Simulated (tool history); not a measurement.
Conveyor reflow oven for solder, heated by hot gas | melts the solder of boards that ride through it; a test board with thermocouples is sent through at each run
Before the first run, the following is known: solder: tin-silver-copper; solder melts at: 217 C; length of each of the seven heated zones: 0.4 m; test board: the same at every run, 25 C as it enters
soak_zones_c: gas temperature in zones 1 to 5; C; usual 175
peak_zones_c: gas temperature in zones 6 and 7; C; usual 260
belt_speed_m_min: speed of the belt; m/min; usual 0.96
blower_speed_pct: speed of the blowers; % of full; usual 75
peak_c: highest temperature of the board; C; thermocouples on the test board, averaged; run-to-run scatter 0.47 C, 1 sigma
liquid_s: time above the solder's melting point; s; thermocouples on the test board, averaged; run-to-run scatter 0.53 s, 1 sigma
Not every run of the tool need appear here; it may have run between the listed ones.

Run 1, hour 0: usual settings. Result: peak_c 240.1 C, liquid_s 29.5 s.
Run 2, hour 74.5: usual settings. Result: peak_c 239.5 C, liquid_s 29.5 s.
Run 3, hour 145.1: usual settings but peak_zones_c 254 C. Result: peak_c 233.3 C, liquid_s 24.2 s.
At hour 196.9: flux residue cleaned out of gas plates and filters.
Run 4, hour 229.2: usual settings. Result: peak_c 241 C, liquid_s 31.7 s.
Run 5, hour 282.8: usual settings. Result: peak_c 241.7 C, liquid_s 32.2 s.
Run 6, hour 360.6: usual settings. Result: peak_c 241.4 C, liquid_s 31.5 s.
Run 7, hour 407.2: usual settings. Result: peak_c 240.7 C, liquid_s 30.2 s.
Run 8, hour 496.6: usual settings but soak_zones_c 167 C, peak_zones_c 253 C, blower_speed_pct 74 % of full. Result: peak_c 232.4 C, liquid_s 21.6 s.
Run 9, hour 573.4: usual settings but soak_zones_c 164 C, peak_zones_c 253 C, belt_speed_m_min 0.94 m/min, blower_speed_pct 88 % of full. Result: peak_c 236.1 C, liquid_s 25.9 s.
Run 10, hour 623.1: usual settings but soak_zones_c 176 C, belt_speed_m_min 0.799 m/min. Result: peak_c 246 C, liquid_s 42.3 s.
Run 11, hour 696: usual settings but soak_zones_c 179 C, peak_zones_c 262 C, belt_speed_m_min 0.973 m/min, blower_speed_pct 90 % of full. Result: peak_c 244.6 C, liquid_s 33.9 s.

4 ways to go on from here, each from the tool as it stands after run 11. What would each give?
At hour 737.7: flux residue cleaned out of gas plates and filters.
Run A, hour 775.1: usual settings but soak_zones_c 179 C, peak_zones_c 262 C, belt_speed_m_min 0.973 m/min, blower_speed_pct 74 % of full. Result: peak_c ?, liquid_s ?.
At hour 737.7: flux residue cleaned out of gas plates and filters.
Run B, hour 775.1: usual settings but soak_zones_c 179 C, peak_zones_c 273 C, belt_speed_m_min 0.881 m/min, blower_speed_pct 90 % of full. Result: peak_c ?, liquid_s ?.
At hour 737.7: flux residue cleaned out of gas plates and filters.
Run C, hour 775.1: usual settings but soak_zones_c 170 C, peak_zones_c 258 C, belt_speed_m_min 0.973 m/min, blower_speed_pct 90 % of full. Result: peak_c ?, liquid_s ?.
At hour 737.7: flux residue cleaned out of gas plates and filters.
Run D, hour 775.1: usual settings but belt_speed_m_min 1.107 m/min, blower_speed_pct 73 % of full. Result: peak_c ?, liquid_s ?.

run  peak_c  liquid_s
  A   244.5      33.5
  B   259.5      47.3
  C   242.8      32.4
  D   236.6      22.7
Stripped of hidden state, with their random variation kept, the same runs would have yielded:
run  peak_c  liquid_s
  A   244.9      33.1
  B     260      46.6
  C   243.3      32.1
  D   236.9      22.5
